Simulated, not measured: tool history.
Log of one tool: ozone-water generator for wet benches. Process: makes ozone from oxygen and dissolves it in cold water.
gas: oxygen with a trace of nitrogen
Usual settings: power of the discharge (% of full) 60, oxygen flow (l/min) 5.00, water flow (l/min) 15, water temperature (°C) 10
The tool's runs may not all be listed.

| run | hour | power of the discharge (% of full) | oxygen flow (l/min) | water flow (l/min) | water temperature (°C) | dissolved ozone (ppm) | ozone in the gas ahead of the water (g/m3) |
|---|---|---|---|---|---|---|---|
| 1 | 0.0 | 60 | 5.00 | 15 | 10 | 22.7 | 154.6 |
| 2 | 56.6 | 60 | 7.33 | 15 | 10 | 22.6 | 127.8 |
| 3 | 129.9 | 67 | 5.00 | 15 | 10 | 24.3 | 168.8 |
| 4 | 218.2 | 67 | 5.00 | 15 | 6 | 25.6 | 170.0 |
| 5 | 285.1 | 67 | 5.00 | 15 | 6 | 25.3 | 167.9 |
| 6 | 365.8 | 67 | 5.00 | 15 | 6 | 25.5 | 169.9 |
| 7 | 490.3 | 67 | 5.00 | 15 | 6 | 25.7 | 170.8 |
| 8 | 603.7 | 67 | 5.00 | 15 | 6 | 25.8 | 170.6 |
| 9 | 682.3 | 67 | 4.02 | 15 | 6 | 24.7 | 189.0 |
| 10 | 758.5 | 60 | 5.00 | 21 | 10 | 17.2 | 158.0 |
| 11 | 864.4 | 60 | 5.00 | 21 | 10 | 17.3 | 159.0 |
| 12 | 949.6 | 60 | 5.00 | 21 | 10 | 17.3 | 158.8 |
| 13 | 1002.3 | 60 | 5.00 | 21 | 10 | 17.4 | 159.6 |
| 14 | 1118.3 | 60 | 5.00 | 21 | 10 | 17.1 | 158.9 |
| 15 | 1226.4 | 60 | 5.00 | 21 | 10 | 17.3 | 159.5 |
| 16 | 1331.4 | 57 | 5.00 | 15 | 10 | 21.9 | 152.1 |
|  | 1419.1 | water thermometer calibrated |
| 17 | 1440.1 | 57 | 5.00 | 15 | 10 | 21.6 | 153.7 |
|  | 1447.5 | gauge calibrated |
| 18 | 1508.1 | 62 | 5.00 | 15 | 7 | 23.9 | 158.2 |
| 19 | 1597.7 | 57 | 5.00 | 15 | 16 | 19.8 | 151.4 |
| 20 | 1706.3 | 57 | 5.00 | 15 | 16 | 19.8 | 151.6 |
| 21 | 1815.4 | 66 | 2.78 | 23 | 6 | 15.3 | 221.7 |
| 22 | 1936.8 | 60 | 2.95 | 11 | 6 | 28.5 | 201.8 |
| 23 | 2018.4 | 90 | 5.00 | 15 | 9 | 29.9 | 209.0 |
| 24 | 2071.1 | 90 | 5.00 | 15 | 9 | 30.0 | 207.1 |
| 25 | 2144.4 | 56 | 5.86 | 15 | 9 | 21.9 | 139.0 |
| 26 | 2268.5 | 56 | 5.86 | 15 | 9 | 22.0 | 139.3 |
| 27 | 2380.4 | 60 | 5.00 | 10 | 5 | 32.0 | 159.3 |
| 28 | 2485.7 | 60 | 4.64 | 10 | 5 | 31.9 | 165.0 |
| 29 | 2563.8 | 60 | 6.04 | 11 | 15 | 25.1 | 144.5 |
| 30 | 2684.0 | 54 | 8.46 | 23 | 5 | 17.0 | 113.8 |
| 31 | 2808.1 | 56 | 8.46 | 23 | 9 | 16.6 | 118.6 |
| 32 | 2877.4 | 58 | 3.09 | 15 | 7 | 21.4 | 197.9 |
| 33 | 2997.6 | 60 | 5.22 | 13 | 10 | 24.8 | 156.4 |

3 ways to go on from here, each from the tool as it stands after run 33. What would each give?
| A | 3102.9 | 91 | 5.00 | 20 | 14 | ? | ? |
| B | 3102.9 | 73 | 5.00 | 15 | 10 | ? | ? |
| C | 3102.9 | 60 | 5.22 | 13 | 9 | ? | ? |

| run | dissolved ozone (ppm) | ozone in the gas ahead of the water (g/m3) |
|---|---|---|
| A | 23.0 | 214.7 |
| B | 25.7 | 182.9 |
| C | 25.1 | 156.7 |
Without the tool's hidden state the same runs would have given:
| run | dissolved ozone (ppm) | ozone in the gas ahead of the water (g/m3) |
|---|---|---|
| A | 23.0 | 208.0 |
| B | 25.8 | 177.1 |
| C | 25.1 | 151.7 |

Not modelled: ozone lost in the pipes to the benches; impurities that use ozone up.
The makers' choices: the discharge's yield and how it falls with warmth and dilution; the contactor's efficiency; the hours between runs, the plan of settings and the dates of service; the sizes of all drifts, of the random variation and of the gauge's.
